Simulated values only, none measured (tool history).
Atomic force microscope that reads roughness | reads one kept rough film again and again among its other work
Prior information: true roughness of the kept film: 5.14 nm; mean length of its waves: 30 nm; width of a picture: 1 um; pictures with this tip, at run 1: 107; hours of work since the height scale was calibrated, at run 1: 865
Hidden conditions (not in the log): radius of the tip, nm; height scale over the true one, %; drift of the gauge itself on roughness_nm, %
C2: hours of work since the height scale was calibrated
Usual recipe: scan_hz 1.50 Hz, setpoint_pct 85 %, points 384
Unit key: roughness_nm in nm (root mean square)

Run 1, day 0.000: usual settings; pictures with this tip 107; C2 865. Result: roughness_nm 2.491 nm (root mean square).
At day 1.425: new tip fitted.
Run 2, day 1.746: usual settings but scan_hz 0.74 Hz; pictures with this tip 16; C2 895. Result: roughness_nm 3.636 nm (root mean square).
Run 3, day 3.767: usual settings; pictures with this tip 114; C2 930. Result: roughness_nm 2.366 nm (root mean square).
At day 4.950: new tip fitted.
Run 4, day 6.112: usual settings; pictures with this tip 57; C2 970. Result: roughness_nm 2.781 nm (root mean square).
Run 5, day 7.512: usual settings; pictures with this tip 126; C2 994. Result: roughness_nm 2.230 nm (root mean square).
At day 8.446: new tip fitted.
Run 6, day 8.867: usual settings; pictures with this tip 21; C2 1017. Result: roughness_nm 3.268 nm (root mean square).
Run 7, day 11.596: usual settings; pictures with this tip 154; C2 1065. Result: roughness_nm 2.176 nm (root mean square).
At day 11.958: new tip fitted.
Run 8, day 14.154: usual settings; pictures with this tip 108; C2 1109. Result: roughness_nm 2.459 nm (root mean square).
At day 15.471: new tip fitted.
Run 9, day 16.112: usual settings; pictures with this tip 31; C2 1142. Result: roughness_nm 3.162 nm (root mean square).
Run 10, day 17.546: usual settings but scan_hz 0.59 Hz; pictures with this tip 102; C2 1167. Result: roughness_nm 2.737 nm (root mean square).
At day 18.992: new tip fitted.
Run 11, day 19.079: usual settings but scan_hz 0.59 Hz; pictures with this tip 4; C2 1193. Result: roughness_nm 3.879 nm (root mean square).
Run 12, day 20.558: usual settings but scan_hz 0.59 Hz, points 471; pictures with this tip 77; C2 1219. Result: roughness_nm 2.936 nm (root mean square).
Run 13, day 22.425: usual settings but scan_hz 0.59 Hz, points 471; pictures with this tip 168; C2 1251. Result: roughness_nm 2.322 nm (root mean square).
At day 22.667: new tip fitted.
Run 14, day 24.238: usual settings but scan_hz 0.51 Hz, setpoint_pct 71 %, points 471; pictures with this tip 77; C2 1282. Result: roughness_nm 3.009 nm (root mean square).
Run 15, day 25.517: usual settings but scan_hz 1.11 Hz, setpoint_pct 87 %, points 1011; pictures with this tip 140; C2 1305. Result: roughness_nm 2.282 nm (root mean square).
At day 26.200: new tip fitted.
At day 26.242: height scale calibrated on a step standard.
Run 16, day 27.717: usual settings but scan_hz 1.11 Hz, setpoint_pct 87 %, points 1011; pictures with this tip 72; C2 26. Result: roughness_nm 2.816 nm (root mean square).
Run 17, day 29.212: usual settings but scan_hz 1.11 Hz, setpoint_pct 69 %, points 409; pictures with this tip 145; C2 52. Result: roughness_nm 2.403 nm (root mean square).
At day 29.854: new tip fitted.
Run 18, day 31.225: usual settings but scan_hz 1.01 Hz, setpoint_pct 75 %, points 442; pictures with this tip 67; C2 86. Result: roughness_nm 2.989 nm (root mean square).
At day 33.625: new tip fitted.
Run 19, day 34.150: usual settings but scan_hz 1.01 Hz, setpoint_pct 75 %, points 442; pictures with this tip 26; C2 136. Result: roughness_nm 3.495 nm (root mean square).

4 ways to go on from here, each from the tool as it stands after run 19. What would each give?
Run A, day 35.542: usual settings but points 674; pictures with this tip 94; C2 161. Result: roughness_nm ?.
Run B, day 35.542: usual settings but scan_hz 1.61 Hz, setpoint_pct 87 %, points 304; pictures with this tip 94; C2 161. Result: roughness_nm ?.
Run C, day 35.542: usual settings but scan_hz 1.35 Hz, setpoint_pct 73 %, points 593; pictures with this tip 94; C2 161. Result: roughness_nm ?.
Run D, day 35.542: usual settings but scan_hz 1.05 Hz, setpoint_pct 63 %, points 259; pictures with this tip 94; C2 161. Result: roughness_nm ?.

run  roughness_nm
  A         2.530
  B         2.452
  C         2.721
  D         2.828
With no hidden state in the tool, these same runs would have given:
run  roughness_nm
  A         3.550
  B         3.439
  C         3.823
  D         3.972
